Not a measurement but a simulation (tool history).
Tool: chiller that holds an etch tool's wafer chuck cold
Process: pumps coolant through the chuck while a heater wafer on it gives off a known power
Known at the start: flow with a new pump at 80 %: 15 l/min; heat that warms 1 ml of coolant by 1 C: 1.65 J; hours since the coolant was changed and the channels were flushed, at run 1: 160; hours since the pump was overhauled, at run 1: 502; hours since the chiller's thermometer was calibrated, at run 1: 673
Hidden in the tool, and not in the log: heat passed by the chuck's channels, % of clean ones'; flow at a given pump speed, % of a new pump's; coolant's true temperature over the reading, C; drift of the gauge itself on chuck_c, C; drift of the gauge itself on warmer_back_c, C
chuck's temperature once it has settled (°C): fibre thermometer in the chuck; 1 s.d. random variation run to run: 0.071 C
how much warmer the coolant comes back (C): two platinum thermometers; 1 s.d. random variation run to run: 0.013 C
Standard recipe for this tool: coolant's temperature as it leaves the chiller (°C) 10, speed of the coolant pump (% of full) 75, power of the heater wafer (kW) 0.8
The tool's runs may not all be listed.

run	hour	coolant's temperature as it leaves the chiller (°C)	speed of the coolant pump (% of full)	power of the heater wafer (kW)	hours since the coolant was changed and the channels were flushed	hours since the pump was overhauled	hours since the chiller's thermometer was calibrated	chuck's temperature once it has settled (°C)	how much warmer the coolant comes back (C)
1	0	10	75	0.8	160	502	673	15.5	2.08
2	14.3	10	75	0.8	174	516	688	15.52	2.09
3	43.8	10	75	0.8	204	546	717	15.55	2.08
4	66	10	75	0.8	226	568	739	15.57	2.07
5	87.7	1	75	0.8	247	590	761	6.66	2.09
6	119	1	75	0.8	279	621	792	6.6	2.09
7	139	1	75	0.8	299	641	812	6.59	2.09
8	155.8	15	75	0.8	316	658	829	20.58	2.09
9	175.8	10	75	0.8	336	678	849	15.6	2.06
10	191.3	7	89	1.122	351	693	865	13.82	2.43
11	208.6	6	79	0.622	368	711	882	10.17	1.55
12	235.3	19	75	0.833	395	737	909	24.78	2.17
13	261.4	19	75	0.833	421	763	935	24.91	2.17
14	281.3	19	74	0.726	441	783	955	24.25	1.93
15	304.2	5	95	0.778	464	806	978	9.53	1.55
16	319.4	9	87	0.713	479	821	993	13.47	1.6

Run 17 is up next; what results do you expect?
17	335.1	16	80	0.647	495	837	1008	?	?

Run 17 measured chuck's temperature once it has settled (°C) 20.39, how much warmer the coolant comes back (C) 1.57.
Had the tool carried no hidden state, the very same run would have given chuck's temperature once it has settled (°C) 20.2, how much warmer the coolant comes back (C) 1.56.
